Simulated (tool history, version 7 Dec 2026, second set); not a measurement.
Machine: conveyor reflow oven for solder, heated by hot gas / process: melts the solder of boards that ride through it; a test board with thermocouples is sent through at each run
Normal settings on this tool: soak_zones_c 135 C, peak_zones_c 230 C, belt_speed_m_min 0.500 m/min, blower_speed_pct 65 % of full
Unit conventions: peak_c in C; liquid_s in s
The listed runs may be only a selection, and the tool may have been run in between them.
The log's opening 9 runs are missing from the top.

run	hour	soak_zones_c	peak_zones_c	belt_speed_m_min	blower_speed_pct	peak_c	liquid_s
10	317.7	123	230	0.500	65	212.1	45.4
11	356.9	123	230	0.500	65	211.7	45.3
# hour 363.7: belt drive overhauled, speed set with a stopwatch
12	397.1	123	230	0.500	65	211.4	44.7
13	427.9	123	230	0.500	65	211.5	44.8
14	460.1	123	230	0.500	65	210.5	44.8
# hour 509.5: belt drive overhauled, speed set with a stopwatch, once more
15	512.7	123	230	0.500	65	210.9	43.4
16	563.0	135	230	0.456	55	212.3	54.3
17	592.5	130	230	0.456	69	214.4	55.7
18	621.7	130	230	0.456	69	214.8	55.2
19	664.7	135	230	0.487	65	212.5	50.7
# hour 694.8: flux residue cleaned out of gas plates and filters
20	708.8	132	232	0.487	61	214.6	52.1
21	748.8	135	244	0.500	84	229.2	60.6
22	787.6	135	222	0.420	87	213.4	63.3
23	811.6	135	222	0.437	62	208.7	54.6
24	840.0	135	222	0.437	69	210.0	56.0
25	866.9	137	238	0.530	65	217.8	51.3
26	908.2	135	242	0.411	53	226.1	71.8
27	941.1	135	223	0.411	53	208.4	57.8
28	978.8	140	220	0.454	65	207.0	51.6
29	1011.2	135	230	0.482	80	216.1	54.9
30	1049.8	135	230	0.482	80	215.1	54.7

What if the next run were any one of these 3? Each begins from the tool's condition after run 30:
A	1081.3	133	232	0.482	65	?	?
B	1081.3	135	227	0.500	65	?	?
C	1081.3	135	230	0.566	80	?	?

run	peak_c	liquid_s
A	214.2	51.8
B	208.4	45.8
C	211.2	41.7
Had the tool no hidden state, the same runs would have come out as:
run	peak_c	liquid_s
A	217.6	54.7
B	211.7	49.1
C	214.9	44.7
